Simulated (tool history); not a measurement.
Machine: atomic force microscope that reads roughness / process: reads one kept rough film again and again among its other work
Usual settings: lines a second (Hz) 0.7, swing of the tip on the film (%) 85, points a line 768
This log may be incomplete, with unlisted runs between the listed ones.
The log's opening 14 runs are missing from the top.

| run | hour | lines a second (Hz) | swing of the tip on the film (%) | points a line | roughness of the kept film (nm (root mean square)) |
|---|---|---|---|---|---|
| 15 | 397.1 | 0.7 | 85 | 579 | 4.511 |
|  | 409.1 | new tip fitted |
| 16 | 430.2 | 0.7 | 85 | 579 | 4.612 |
|  | 446.6 | new tip fitted |
| 17 | 463.7 | 0.7 | 85 | 579 | 4.676 |
|  | 483.7 | new tip fitted |
| 18 | 487.6 | 0.7 | 85 | 579 | 4.881 |
|  | 490.4 | height scale calibrated on a step standard |
|  | 523 | new tip fitted |
| 19 | 525.7 | 0.748 | 85 | 579 | 4.877 |
| 20 | 557.4 | 0.748 | 85 | 579 | 4.355 |
|  | 560.6 | new tip fitted |
| 21 | 591.6 | 1.969 | 85 | 324 | 3.851 |
|  | 598 | new tip fitted |
| 22 | 618.9 | 3.104 | 69 | 657 | 4.245 |
|  | 635.5 | new tip fitted |
| 23 | 653 | 1.078 | 81 | 657 | 4.615 |
|  | 672.1 | new tip fitted |
| 24 | 689.1 | 0.7 | 57 | 768 | 4.995 |
|  | 694.7 | height scale calibrated on a step standard, once more |
|  | 711.9 | new tip fitted |
| 25 | 721.7 | 0.7 | 57 | 768 | 5.101 |
|  | 751.7 | new tip fitted |
| 26 | 757.9 | 2.24 | 80 | 860 | 4.227 |
| 27 | 783.5 | 2.24 | 80 | 860 | 3.869 |
|  | 790.6 | new tip fitted |
| 28 | 800.1 | 2.24 | 80 | 860 | 4.237 |
| 29 | 817.4 | 0.522 | 85 | 836 | 4.624 |
|  | 827.7 | new tip fitted |
| 30 | 853.5 | 0.522 | 85 | 836 | 4.623 |
|  | 865.3 | new tip fitted |
| 31 | 870.1 | 1.015 | 62 | 696 | 5.109 |
|  | 902.4 | new tip fitted |
| 32 | 905.1 | 1.015 | 62 | 696 | 5.164 |
| 33 | 937 | 1.195 | 70 | 875 | 4.425 |
|  | 940.5 | new tip fitted |
| 34 | 960.5 | 1.195 | 70 | 875 | 4.685 |
|  | 977.8 | new tip fitted |
| 35 | 988.8 | 1.615 | 85 | 418 | 4.214 |
| 36 | 1010.1 | 1.615 | 85 | 418 | 3.954 |
|  | 1017 | new tip fitted |
| 37 | 1047.4 | 1.568 | 85 | 594 | 4.076 |
|  | 1056.5 | new tip fitted |
| 38 | 1078.4 | 1.568 | 85 | 594 | 4.126 |
|  | 1092.9 | new tip fitted |
| 39 | 1111.2 | 1.568 | 85 | 594 | 4.136 |

3 ways to go on from here, each from the tool as it stands after run 39. What would each give?
|  | 1132.4 | new tip fitted |
| A | 1138.9 | 1.043 | 66 | 478 | ? |
|  | 1132.4 | new tip fitted |
| B | 1138.9 | 0.7 | 60 | 804 | ? |
|  | 1132.4 | new tip fitted |
| C | 1138.9 | 0.7 | 90 | 768 | ? |

| run | roughness of the kept film (nm (root mean square)) |
|---|---|
| A | 5.02 |
| B | 5.16 |
| C | 4.733 |
What these runs would have given with no unlogged condition in the tool:
| run | roughness of the kept film (nm (root mean square)) |
|---|---|
| A | 5.134 |
| B | 5.276 |
| C | 4.841 |
